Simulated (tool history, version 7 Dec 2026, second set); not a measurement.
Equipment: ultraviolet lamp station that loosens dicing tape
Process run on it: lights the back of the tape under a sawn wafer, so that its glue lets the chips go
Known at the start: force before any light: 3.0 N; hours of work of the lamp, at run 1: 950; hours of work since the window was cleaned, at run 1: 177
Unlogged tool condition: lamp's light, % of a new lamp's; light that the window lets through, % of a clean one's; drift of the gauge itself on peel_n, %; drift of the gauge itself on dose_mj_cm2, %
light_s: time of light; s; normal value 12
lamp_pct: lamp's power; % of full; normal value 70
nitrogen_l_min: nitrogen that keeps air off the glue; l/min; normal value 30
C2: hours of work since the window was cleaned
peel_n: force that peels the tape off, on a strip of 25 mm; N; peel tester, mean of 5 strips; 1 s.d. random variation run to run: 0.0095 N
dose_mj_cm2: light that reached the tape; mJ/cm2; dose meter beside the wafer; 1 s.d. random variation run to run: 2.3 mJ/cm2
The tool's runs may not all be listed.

run 1 hour=0.0 | light_s=12 lamp_pct=70 nitrogen_l_min=30 | hours_of_work_of_the_lamp=950 C2=177 | peel_n=0.521 dose_mj_cm2=195
run 2 hour=59.1 | light_s=12 lamp_pct=70 nitrogen_l_min=30 | hours_of_work_of_the_lamp=996 C2=222 | peel_n=0.540 dose_mj_cm2=195
run 3 hour=95.0 | light_s=12 lamp_pct=70 nitrogen_l_min=30 | hours_of_work_of_the_lamp=1024 C2=250 | peel_n=0.549 dose_mj_cm2=194
run 4 hour=164.1 | light_s=13 lamp_pct=70 nitrogen_l_min=30 | hours_of_work_of_the_lamp=1077 C2=303 | peel_n=0.490 dose_mj_cm2=205
run 5 hour=208.3 | light_s=12 lamp_pct=70 nitrogen_l_min=45 | hours_of_work_of_the_lamp=1111 C2=337 | peel_n=0.470 dose_mj_cm2=188
run 6 hour=255.2 | light_s=12 lamp_pct=70 nitrogen_l_min=45 | hours_of_work_of_the_lamp=1147 C2=374 | peel_n=0.513 dose_mj_cm2=187
run 7 hour=312.8 | light_s=12 lamp_pct=70 nitrogen_l_min=45 | hours_of_work_of_the_lamp=1192 C2=418 | peel_n=0.506 dose_mj_cm2=186
-- hour=358.8 window cleaned of glue's vapour
run 8 hour=358.8 | light_s=12 lamp_pct=70 nitrogen_l_min=45 | hours_of_work_of_the_lamp=1227 C2=0 | peel_n=0.528 dose_mj_cm2=177
run 9 hour=402.8 | light_s=12 lamp_pct=70 nitrogen_l_min=45 | hours_of_work_of_the_lamp=1261 C2=34 | peel_n=0.546 dose_mj_cm2=175
run 10 hour=436.3 | light_s=12 lamp_pct=86 nitrogen_l_min=27 | hours_of_work_of_the_lamp=1287 C2=60 | peel_n=0.481 dose_mj_cm2=213
run 11 hour=484.6 | light_s=12 lamp_pct=86 nitrogen_l_min=27 | hours_of_work_of_the_lamp=1324 C2=97 | peel_n=0.475 dose_mj_cm2=212
run 12 hour=558.1 | light_s=19 lamp_pct=94 nitrogen_l_min=30 | hours_of_work_of_the_lamp=1381 C2=154 | peel_n=0.163 dose_mj_cm2=353
run 13 hour=598.3 | light_s=19 lamp_pct=85 nitrogen_l_min=30 | hours_of_work_of_the_lamp=1412 C2=185 | peel_n=0.201 dose_mj_cm2=318
run 14 hour=644.4 | light_s=19 lamp_pct=85 nitrogen_l_min=30 | hours_of_work_of_the_lamp=1447 C2=220 | peel_n=0.207 dose_mj_cm2=322
-- hour=692.6 window cleaned of glue's vapour, once more
run 15 hour=723.5 | light_s=20 lamp_pct=64 nitrogen_l_min=30 | hours_of_work_of_the_lamp=1508 C2=24 | peel_n=0.285 dose_mj_cm2=278
run 16 hour=766.2 | light_s=21 lamp_pct=62 nitrogen_l_min=42 | hours_of_work_of_the_lamp=1541 C2=57 | peel_n=0.216 dose_mj_cm2=280
run 17 hour=827.4 | light_s=7 lamp_pct=70 nitrogen_l_min=29 | hours_of_work_of_the_lamp=1588 C2=104 | peel_n=1.175 dose_mj_cm2=106

Consider 4 possible next runs. They are alternatives, not a sequence: every one starts from the tool as it was left by run 17. What does each give?
run A hour=897.8 | light_s=7 lamp_pct=74 nitrogen_l_min=53 | hours_of_work_of_the_lamp=1642 C2=158 | peel_n=? dose_mj_cm2=?
run B hour=897.8 | light_s=12 lamp_pct=70 nitrogen_l_min=29 | hours_of_work_of_the_lamp=1642 C2=158 | peel_n=? dose_mj_cm2=?
run C hour=897.8 | light_s=7 lamp_pct=92 nitrogen_l_min=29 | hours_of_work_of_the_lamp=1642 C2=158 | peel_n=? dose_mj_cm2=?
run D hour=897.8 | light_s=9 lamp_pct=97 nitrogen_l_min=21 | hours_of_work_of_the_lamp=1642 C2=158 | peel_n=? dose_mj_cm2=?

run=A peel_n=0.989 dose_mj_cm2=107
run=B peel_n=0.641 dose_mj_cm2=175
run=C peel_n=0.946 dose_mj_cm2=137
run=D peel_n=0.701 dose_mj_cm2=184
What these runs would have given with no unlogged condition in the tool:
run=A peel_n=0.701 dose_mj_cm2=141
run=B peel_n=0.407 dose_mj_cm2=229
run=C peel_n=0.660 dose_mj_cm2=179
run=D peel_n=0.456 dose_mj_cm2=241
